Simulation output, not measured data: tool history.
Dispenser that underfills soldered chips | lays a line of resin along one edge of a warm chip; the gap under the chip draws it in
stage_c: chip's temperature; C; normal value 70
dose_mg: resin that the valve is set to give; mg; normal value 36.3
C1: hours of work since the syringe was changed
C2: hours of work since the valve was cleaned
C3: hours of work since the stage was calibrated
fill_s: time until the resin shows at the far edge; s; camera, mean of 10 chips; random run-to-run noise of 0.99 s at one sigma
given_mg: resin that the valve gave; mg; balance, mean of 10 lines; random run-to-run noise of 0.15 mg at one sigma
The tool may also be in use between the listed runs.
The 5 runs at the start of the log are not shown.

Run 6, hour 38.2: usual settings; C1 6; C2 125; C3 188. Result: fill_s 159.4 s, given_mg 34.41 mg.
At hour 41.9: new syringe of resin.
Run 7, hour 46.8: usual settings; C1 4; C2 131; C3 194. Result: fill_s 131.1 s, given_mg 34.13 mg.
At hour 53.7: new syringe of resin.
Run 8, hour 55.6: usual settings; C1 1; C2 138; C3 201. Result: fill_s 104.5 s, given_mg 34.36 mg.
Run 9, hour 61.5: usual settings; C1 6; C2 142; C3 205. Result: fill_s 156.6 s, given_mg 33.95 mg.
At hour 65.4: new syringe of resin.
At hour 68.0: dispensing valve cleaned and set on the balance.
Run 10, hour 70.5: usual settings but dose_mg 43.3 mg; C1 3; C2 2; C3 211. Result: fill_s 123.5 s, given_mg 43.24 mg.
At hour 77.7: new syringe of resin.
Run 11, hour 79.2: usual settings but dose_mg 43.3 mg; C1 1; C2 8; C3 218. Result: fill_s 104.2 s, given_mg 43.17 mg.
Run 12, hour 87.9: usual settings but dose_mg 43.3 mg; C1 8; C2 15; C3 225. Result: fill_s 185.3 s, given_mg 43.28 mg.
At hour 88.8: new syringe of resin.
Run 13, hour 95.2: usual settings but dose_mg 43.3 mg; C1 5; C2 21; C3 230. Result: fill_s 144.8 s, given_mg 43.01 mg.
At hour 100.3: new syringe of resin.
Run 14, hour 103.6: usual settings; C1 2; C2 27; C3 236. Result: fill_s 122.6 s, given_mg 35.80 mg.
Run 15, hour 110.3: usual settings; C1 8; C2 32; C3 241. Result: fill_s 190.0 s, given_mg 35.91 mg.
At hour 111.5: new syringe of resin.
Run 16, hour 116.9: usual settings but stage_c 79 C; C1 4; C2 37; C3 246. Result: fill_s 97.5 s, given_mg 35.93 mg.
At hour 123.3: new syringe of resin.
Run 17, hour 125.9: usual settings but stage_c 79 C; C1 2; C2 44; C3 253. Result: fill_s 81.0 s, given_mg 35.75 mg.
Run 18, hour 132.4: usual settings but stage_c 73 C; C1 7; C2 49; C3 258. Result: fill_s 151.7 s, given_mg 35.81 mg.
At hour 134.5: new syringe of resin.
Run 19, hour 138.2: usual settings but stage_c 61 C, dose_mg 31.0 mg; C1 3; C2 53; C3 262. Result: fill_s 179.8 s, given_mg 30.32 mg.
Run 20, hour 142.1: usual settings but stage_c 61 C, dose_mg 31.0 mg; C1 6; C2 56; C3 265. Result: fill_s 236.6 s, given_mg 30.26 mg.
At hour 145.9: new syringe of resin.
Run 21, hour 146.6: usual settings but stage_c 56 C, dose_mg 31.0 mg; C1 1; C2 59; C3 269. Result: fill_s 173.7 s, given_mg 30.39 mg.
Run 22, hour 151.4: usual settings but stage_c 56 C, dose_mg 31.0 mg; C1 4; C2 63; C3 272. Result: fill_s 239.6 s, given_mg 30.26 mg.
At hour 157.4: new syringe of resin.
Run 23, hour 157.8: usual settings but stage_c 65 C; C1 0; C2 68; C3 277. Result: fill_s 120.0 s, given_mg 35.10 mg.
Run 24, hour 163.1: usual settings but dose_mg 31.0 mg; C1 4; C2 72; C3 281. Result: fill_s 147.5 s, given_mg 30.09 mg.
At hour 168.8: new syringe of resin.
Run 25, hour 171.2: usual settings but dose_mg 31.0 mg; C1 2; C2 78; C3 287. Result: fill_s 117.5 s, given_mg 30.00 mg.
Run 26, hour 178.7: usual settings but dose_mg 33.8 mg; C1 8; C2 84; C3 293. Result: fill_s 189.6 s, given_mg 32.50 mg.
At hour 180.0: new syringe of resin.
Run 27, hour 183.4: usual settings but dose_mg 33.8 mg; C1 3; C2 87; C3 296. Result: fill_s 121.7 s, given_mg 32.54 mg.
Run 28, hour 190.5: usual settings but stage_c 81 C, dose_mg 45.1 mg; C1 8; C2 93; C3 302. Result: fill_s 130.0 s, given_mg 43.38 mg.
At hour 191.4: new syringe of resin.
Run 29, hour 198.0: usual settings but stage_c 71 C, dose_mg 41.6 mg; C1 5; C2 98; C3 308. Result: fill_s 143.8 s, given_mg 39.81 mg.
At hour 202.6: new syringe of resin.
Run 30, hour 204.3: usual settings but stage_c 71 C, dose_mg 41.6 mg; C1 1; C2 103; C3 312. Result: fill_s 102.6 s, given_mg 39.97 mg.

Forecast run 31:
Run 31, hour 210.7: usual settings but stage_c 71 C, dose_mg 41.6 mg; C1 6; C2 108; C3 317. Result: fill_s ?, given_mg ?.

{"run 31": {"fill_s": 158.9, "given_mg": 39.61}}
Without the tool's hidden state the same run would have given fill_s 89.8 s, given_mg 41.52 mg.
